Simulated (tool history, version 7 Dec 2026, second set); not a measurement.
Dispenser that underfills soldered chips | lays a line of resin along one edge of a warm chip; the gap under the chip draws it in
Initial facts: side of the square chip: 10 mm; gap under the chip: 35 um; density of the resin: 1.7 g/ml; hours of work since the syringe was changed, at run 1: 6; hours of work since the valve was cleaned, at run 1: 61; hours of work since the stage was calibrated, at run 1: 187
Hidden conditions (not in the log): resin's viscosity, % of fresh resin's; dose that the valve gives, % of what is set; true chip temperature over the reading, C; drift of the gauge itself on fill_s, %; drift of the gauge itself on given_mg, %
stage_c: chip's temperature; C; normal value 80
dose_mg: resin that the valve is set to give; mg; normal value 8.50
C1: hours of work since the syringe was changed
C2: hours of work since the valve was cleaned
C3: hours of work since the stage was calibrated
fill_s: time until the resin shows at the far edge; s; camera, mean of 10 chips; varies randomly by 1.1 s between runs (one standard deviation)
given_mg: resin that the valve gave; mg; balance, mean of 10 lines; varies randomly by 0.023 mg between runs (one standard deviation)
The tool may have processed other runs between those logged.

{"run": 1, "day": 0.0, "stage_c": 80, "dose_mg": 8.5, "C1": 6, "C2": 61, "C3": 187, "fill_s": 183.8, "given_mg": 8.22}
{"day": 0.138, "done": "new syringe of resin"}
{"run": 2, "day": 0.304, "stage_c": 80, "dose_mg": 8.5, "C1": 3, "C2": 65, "C3": 192, "fill_s": 142.8, "given_mg": 8.17}
{"run": 3, "day": 0.492, "stage_c": 67, "dose_mg": 8.5, "C1": 5, "C2": 68, "C3": 195, "fill_s": 311.6, "given_mg": 8.16}
{"day": 0.658, "done": "new syringe of resin"}
{"run": 4, "day": 0.708, "stage_c": 67, "dose_mg": 8.5, "C1": 1, "C2": 71, "C3": 198, "fill_s": 213.5, "given_mg": 8.16}
{"run": 5, "day": 0.933, "stage_c": 67, "dose_mg": 8.5, "C1": 4, "C2": 75, "C3": 201, "fill_s": 285.2, "given_mg": 8.18}
{"day": 1.175, "done": "new syringe of resin"}
{"run": 6, "day": 1.312, "stage_c": 67, "dose_mg": 8.5, "C1": 2, "C2": 80, "C3": 207, "fill_s": 237.0, "given_mg": 8.11}
{"run": 7, "day": 1.65, "stage_c": 67, "dose_mg": 8.5, "C1": 7, "C2": 86, "C3": 212, "fill_s": 362.7, "given_mg": 8.06}
{"day": 1.725, "done": "new syringe of resin"}
{"day": 1.812, "done": "dispensing valve cleaned and set on the balance"}
{"run": 8, "day": 2.017, "stage_c": 67, "dose_mg": 7.65, "C1": 4, "C2": 3, "C3": 217, "fill_s": 285.0, "given_mg": 7.62}
{"run": 9, "day": 2.246, "stage_c": 67, "dose_mg": 7.65, "C1": 7, "C2": 7, "C3": 221, "fill_s": 379.5, "given_mg": 7.6}
{"day": 2.288, "done": "new syringe of resin"}
{"run": 10, "day": 2.546, "stage_c": 67, "dose_mg": 7.65, "C1": 4, "C2": 11, "C3": 225, "fill_s": 282.9, "given_mg": 7.56}
{"day": 2.808, "done": "new syringe of resin"}
{"run": 11, "day": 2.85, "stage_c": 67, "dose_mg": 11.0, "C1": 1, "C2": 16, "C3": 230, "fill_s": 197.5, "given_mg": 10.88}
{"run": 12, "day": 3.062, "stage_c": 89, "dose_mg": 9.49, "C1": 4, "C2": 19, "C3": 233, "fill_s": 106.6, "given_mg": 9.35}
{"day": 3.358, "done": "new syringe of resin"}
{"run": 13, "day": 3.371, "stage_c": 72, "dose_mg": 8.58, "C1": 0, "C2": 24, "C3": 238, "fill_s": 160.1, "given_mg": 8.46}
{"run": 14, "day": 3.583, "stage_c": 72, "dose_mg": 8.31, "C1": 3, "C2": 27, "C3": 241, "fill_s": 209.8, "given_mg": 8.15}
{"day": 3.883, "done": "new syringe of resin"}
{"run": 15, "day": 3.975, "stage_c": 70, "dose_mg": 8.34, "C1": 1, "C2": 33, "C3": 247, "fill_s": 192.2, "given_mg": 8.18}
{"run": 16, "day": 4.292, "stage_c": 80, "dose_mg": 7.85, "C1": 6, "C2": 38, "C3": 252, "fill_s": 198.0, "given_mg": 7.69}
{"day": 4.404, "done": "new syringe of resin"}
{"run": 17, "day": 4.542, "stage_c": 65, "dose_mg": 7.75, "C1": 2, "C2": 41, "C3": 255, "fill_s": 259.6, "given_mg": 7.56}
{"run": 18, "day": 4.775, "stage_c": 65, "dose_mg": 7.75, "C1": 6, "C2": 45, "C3": 259, "fill_s": 354.2, "given_mg": 7.53}
{"day": 4.925, "done": "new syringe of resin"}
{"run": 19, "day": 5.1, "stage_c": 67, "dose_mg": 7.75, "C1": 3, "C2": 50, "C3": 264, "fill_s": 250.1, "given_mg": 7.5}

Across each entry between runs, compare the hidden state at the last listed run before it with the hidden state at the first listed run after it:
Runs 1 to 2: new syringe of resin (day 0.138)
  resin's viscosity, % of fresh resin's: 163.4 -> 126.3; dose that the valve gives, % of what is set: 96.55 -> 96.3; true chip temperature over the reading, C: -0.72 -> -0.74
  what was measured, less what the result would be without the hidden state, fill_s: +75.2 -> +34.1 s; given_mg: -0.29 -> -0.31 mg
Runs 3 to 4: new syringe of resin (day 0.658)
  resin's viscosity, % of fresh resin's: 160.2 -> 106.9; dose that the valve gives, % of what is set: 96.11 -> 95.94; true chip temperature over the reading, C: -0.75 -> -0.76
  what was measured, less what the result would be without the hidden state, fill_s: +124.9 -> +22.0 s; given_mg: -0.33 -> -0.35 mg
Runs 5 to 6: new syringe of resin (day 1.175)
  resin's viscosity, % of fresh resin's: 142.1 -> 119.3; dose that the valve gives, % of what is set: 95.74 -> 95.42; true chip temperature over the reading, C: -0.78 -> -0.8
  what was measured, less what the result would be without the hidden state, fill_s: +92.9 -> +47.1 s; given_mg: -0.36 -> -0.39 mg
Runs 7 to 8: new syringe of resin (day 1.725); dispensing valve cleaned and set on the balance (day 1.812)
  resin's viscosity, % of fresh resin's: 183.3 -> 139.7; dose that the valve gives, % of what is set: 95.12 -> 99.65; true chip temperature over the reading, C: -0.82 -> -0.84
  what was measured, less what the result would be without the hidden state, fill_s: +173.7 -> +88.8 s; given_mg: -0.41 -> -0.03 mg
Runs 9 to 10: new syringe of resin (day 2.288)
  resin's viscosity, % of fresh resin's: 187.2 -> 141; dose that the valve gives, % of what is set: 99.44 -> 99.19; true chip temperature over the reading, C: -0.85 -> -0.87
  what was measured, less what the result would be without the hidden state, fill_s: +184.6 -> +90.1 s; given_mg: -0.04 -> -0.07 mg
Runs 10 to 11: new syringe of resin (day 2.808)
  resin's viscosity, % of fresh resin's: 141 -> 104.6; dose that the valve gives, % of what is set: 99.19 -> 98.94; true chip temperature over the reading, C: -0.87 -> -0.89
  what was measured, less what the result would be without the hidden state, fill_s: +90.1 -> +15.9 s; given_mg: -0.07 -> -0.12 mg
Runs 12 to 13: new syringe of resin (day 3.358)
  resin's viscosity, % of fresh resin's: 137.3 -> 100.6; dose that the valve gives, % of what is set: 98.71 -> 98.43; true chip temperature over the reading, C: -0.9 -> -0.92
  what was measured, less what the result would be without the hidden state, fill_s: +31.9 -> +7.5 s; given_mg: -0.13 -> -0.14 mg
Runs 14 to 15: new syringe of resin (day 3.883)
  resin's viscosity, % of fresh resin's: 132 -> 112.6; dose that the valve gives, % of what is set: 98.23 -> 97.89; true chip temperature over the reading, C: -0.93 -> -0.96
  what was measured, less what the result would be without the hidden state, fill_s: +57.7 -> +29.1 s; given_mg: -0.15 -> -0.18 mg
Runs 16 to 17: new syringe of resin (day 4.404)
  resin's viscosity, % of fresh resin's: 169 -> 117.8; dose that the valve gives, % of what is set: 97.6 -> 97.38; true chip temperature over the reading, C: -0.97 -> -0.99
  what was measured, less what the result would be without the hidden state, fill_s: +86.1 -> +50.5 s; given_mg: -0.19 -> -0.20 mg
Runs 18 to 19: new syringe of resin (day 4.925)
  resin's viscosity, % of fresh resin's: 158.6 -> 123.9; dose that the valve gives, % of what is set: 97.17 -> 96.87; true chip temperature over the reading, C: -1 -> -1.02
  what was measured, less what the result would be without the hidden state, fill_s: +142.4 -> +58.9 s; given_mg: -0.22 -> -0.24 mg

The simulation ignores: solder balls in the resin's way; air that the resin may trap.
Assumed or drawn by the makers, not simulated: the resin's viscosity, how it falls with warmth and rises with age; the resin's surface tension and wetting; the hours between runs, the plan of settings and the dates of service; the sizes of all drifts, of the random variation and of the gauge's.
